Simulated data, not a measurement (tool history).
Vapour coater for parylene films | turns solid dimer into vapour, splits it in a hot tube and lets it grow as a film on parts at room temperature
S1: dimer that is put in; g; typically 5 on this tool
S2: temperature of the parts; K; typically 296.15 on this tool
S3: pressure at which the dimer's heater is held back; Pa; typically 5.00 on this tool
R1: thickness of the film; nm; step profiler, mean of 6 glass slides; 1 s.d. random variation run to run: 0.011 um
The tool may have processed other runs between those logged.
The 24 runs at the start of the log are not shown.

{"run": 25, "day": 14.596, "S1": 3, "S2": 291.15, "S3": 4.0, "R1": 1090}
{"run": 26, "day": 15.183, "S1": 3, "S2": 291.15, "S3": 4.0, "R1": 1090}
{"run": 27, "day": 16.033, "S1": 4, "S2": 290.15, "S3": 2.92, "R1": 1620}
{"run": 28, "day": 16.417, "S1": 5, "S2": 294.15, "S3": 3.23, "R1": 1680}
{"run": 29, "day": 17.162, "S1": 5, "S2": 303.15, "S3": 5.45, "R1": 1020}
{"run": 30, "day": 17.983, "S1": 5, "S2": 304.15, "S3": 5.45, "R1": 990}
{"run": 31, "day": 18.596, "S1": 5, "S2": 304.15, "S3": 5.45, "R1": 980}
{"run": 32, "day": 19.117, "S1": 2, "S2": 293.15, "S3": 7.07, "R1": 590}
{"run": 33, "day": 19.675, "S1": 5, "S2": 289.15, "S3": 7.07, "R1": 1730}
{"run": 34, "day": 20.154, "S1": 5, "S2": 289.15, "S3": 7.07, "R1": 1770}
{"run": 35, "day": 20.975, "S1": 5, "S2": 289.15, "S3": 7.07, "R1": 1750}
{"run": 36, "day": 21.479, "S1": 5, "S2": 300.15, "S3": 5.0, "R1": 1140}
{"run": 37, "day": 22.329, "S1": 3, "S2": 303.15, "S3": 8.79, "R1": 550}
{"run": 38, "day": 23.104, "S1": 5, "S2": 298.15, "S3": 3.57, "R1": 1350}
{"run": 39, "day": 23.929, "S1": 5, "S2": 298.15, "S3": 3.57, "R1": 1320}

Predict each of these 3 candidate next runs independently; none follows another, all start after run 39:
{"run": "A", "day": 24.454, "S1": 3, "S2": 298.15, "S3": 2.08, "R1": "?"}
{"run": "B", "day": 24.454, "S1": 7, "S2": 296.15, "S3": 5.0, "R1": "?"}
{"run": "C", "day": 24.454, "S1": 5, "S2": 293.15, "S3": 2.11, "R1": "?"}

run=A R1=880
run=B R1=1900
run=C R1=1810
Without the tool's unlogged condition, the same runs would have read:
run=A R1=990
run=B R1=2140
run=C R1=2030
